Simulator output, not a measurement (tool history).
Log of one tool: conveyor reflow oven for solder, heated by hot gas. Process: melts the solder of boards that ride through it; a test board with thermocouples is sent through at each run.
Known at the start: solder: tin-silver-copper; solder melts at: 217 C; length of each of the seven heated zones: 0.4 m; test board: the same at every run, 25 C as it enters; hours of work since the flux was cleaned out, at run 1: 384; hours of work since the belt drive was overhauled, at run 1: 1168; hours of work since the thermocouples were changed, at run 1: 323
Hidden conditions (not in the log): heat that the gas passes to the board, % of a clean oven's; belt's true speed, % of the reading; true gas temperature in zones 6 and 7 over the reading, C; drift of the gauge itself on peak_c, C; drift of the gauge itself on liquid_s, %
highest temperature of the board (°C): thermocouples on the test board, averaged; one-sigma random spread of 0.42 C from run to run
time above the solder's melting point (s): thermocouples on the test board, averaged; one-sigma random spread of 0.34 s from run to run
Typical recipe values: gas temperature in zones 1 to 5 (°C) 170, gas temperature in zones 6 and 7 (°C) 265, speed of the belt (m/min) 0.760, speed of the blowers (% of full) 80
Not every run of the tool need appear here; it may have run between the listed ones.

| run | hour | gas temperature in zones 1 to 5 (°C) | gas temperature in zones 6 and 7 (°C) | speed of the belt (m/min) | speed of the blowers (% of full) | hours of work since the flux was cleaned out | hours of work since the belt drive was overhauled | hours of work since the thermocouples were changed | highest temperature of the board (°C) | time above the solder's melting point (s) |
|---|---|---|---|---|---|---|---|---|---|---|
| 1 | 0.0 | 170 | 265 | 0.760 | 80 | 384 | 1168 | 323 | 246.8 | 43.2 |
| 2 | 66.2 | 170 | 265 | 0.760 | 80 | 413 | 1197 | 352 | 245.9 | 42.8 |
| 3 | 115.1 | 170 | 265 | 0.760 | 80 | 434 | 1218 | 373 | 246.4 | 42.6 |
|  | 160.3 | flux residue cleaned out of gas plates and filters |
| 4 | 166.5 | 170 | 265 | 0.760 | 80 | 3 | 1238 | 393 | 244.9 | 40.8 |
| 5 | 212.6 | 170 | 265 | 0.760 | 80 | 22 | 1258 | 413 | 244.6 | 41.8 |
| 6 | 286.6 | 170 | 268 | 0.760 | 80 | 54 | 1290 | 445 | 247.1 | 42.8 |
|  | 335.8 | flux residue cleaned out of gas plates and filters, once more |
| 7 | 351.8 | 170 | 268 | 0.760 | 80 | 7 | 1315 | 471 | 251.7 | 47.0 |
| 8 | 419.7 | 170 | 268 | 0.760 | 80 | 36 | 1345 | 500 | 251.0 | 47.3 |
| 9 | 454.2 | 170 | 268 | 0.760 | 80 | 51 | 1360 | 515 | 251.1 | 47.1 |
| 10 | 488.7 | 183 | 265 | 0.760 | 80 | 66 | 1374 | 529 | 251.0 | 51.3 |
| 11 | 566.0 | 183 | 265 | 0.760 | 80 | 99 | 1408 | 563 | 251.2 | 50.9 |
| 12 | 639.7 | 170 | 265 | 0.730 | 80 | 131 | 1439 | 594 | 250.1 | 47.6 |
| 13 | 672.0 | 170 | 265 | 0.730 | 80 | 145 | 1453 | 608 | 249.2 | 48.2 |
|  | 740.1 | belt drive overhauled, speed set with a stopwatch |
| 14 | 740.1 | 170 | 265 | 0.760 | 80 | 172 | 0 | 636 | 246.9 | 42.6 |
| 15 | 780.0 | 170 | 265 | 0.659 | 80 | 189 | 17 | 653 | 251.1 | 53.3 |
| 16 | 819.4 | 168 | 256 | 0.889 | 51 | 206 | 34 | 670 | 225.9 | 13.9 |
| 17 | 894.3 | 168 | 256 | 0.889 | 51 | 239 | 66 | 702 | 224.9 | 14.1 |
| 18 | 948.1 | 172 | 256 | 0.889 | 51 | 262 | 90 | 725 | 226.5 | 15.1 |
|  | 1006.9 | thermocouples of zones 6 and 7 changed |
| 19 | 1012.2 | 156 | 277 | 0.760 | 80 | 288 | 116 | 2 | 254.6 | 43.3 |
| 20 | 1059.2 | 156 | 271 | 0.760 | 57 | 309 | 136 | 22 | 244.8 | 35.3 |
| 21 | 1112.8 | 156 | 271 | 0.862 | 78 | 332 | 160 | 46 | 243.3 | 30.9 |
| 22 | 1157.0 | 156 | 271 | 0.862 | 78 | 351 | 179 | 65 | 242.8 | 30.0 |
| 23 | 1192.5 | 156 | 271 | 0.862 | 78 | 366 | 194 | 80 | 243.5 | 30.3 |
| 24 | 1269.9 | 174 | 275 | 0.760 | 80 | 399 | 227 | 113 | 255.1 | 48.8 |
| 25 | 1306.1 | 180 | 268 | 0.760 | 52 | 415 | 243 | 129 | 245.1 | 42.7 |
| 26 | 1349.2 | 183 | 268 | 0.760 | 81 | 433 | 261 | 147 | 251.1 | 49.7 |
| 27 | 1388.9 | 158 | 268 | 0.868 | 81 | 451 | 278 | 164 | 240.9 | 28.6 |
|  | 1397.2 | flux residue cleaned out of gas plates and filters |
| 28 | 1439.5 | 158 | 267 | 0.868 | 72 | 18 | 298 | 184 | 242.1 | 30.4 |
| 29 | 1504.0 | 176 | 265 | 0.760 | 74 | 46 | 326 | 212 | 249.3 | 46.4 |

3 options for the next run, each taken on its own from the tool as it stands now. Forecast them:
| A | 1542.5 | 170 | 275 | 0.703 | 80 | 62 | 342 | 228 | ? | ? |
| B | 1542.5 | 170 | 253 | 0.760 | 80 | 62 | 342 | 228 | ? | ? |
| C | 1542.5 | 170 | 265 | 0.760 | 62 | 62 | 342 | 228 | ? | ? |

| run | highest temperature of the board (°C) | time above the solder's melting point (s) |
|---|---|---|
| A | 259.7 | 55.4 |
| B | 238.2 | 37.2 |
| C | 245.2 | 40.3 |
Had the tool no hidden state, the same runs would have come out as:
| run | highest temperature of the board (°C) | time above the solder's melting point (s) |
|---|---|---|
| A | 260.2 | 55.3 |
| B | 238.7 | 37.4 |
| C | 245.6 | 40.4 |

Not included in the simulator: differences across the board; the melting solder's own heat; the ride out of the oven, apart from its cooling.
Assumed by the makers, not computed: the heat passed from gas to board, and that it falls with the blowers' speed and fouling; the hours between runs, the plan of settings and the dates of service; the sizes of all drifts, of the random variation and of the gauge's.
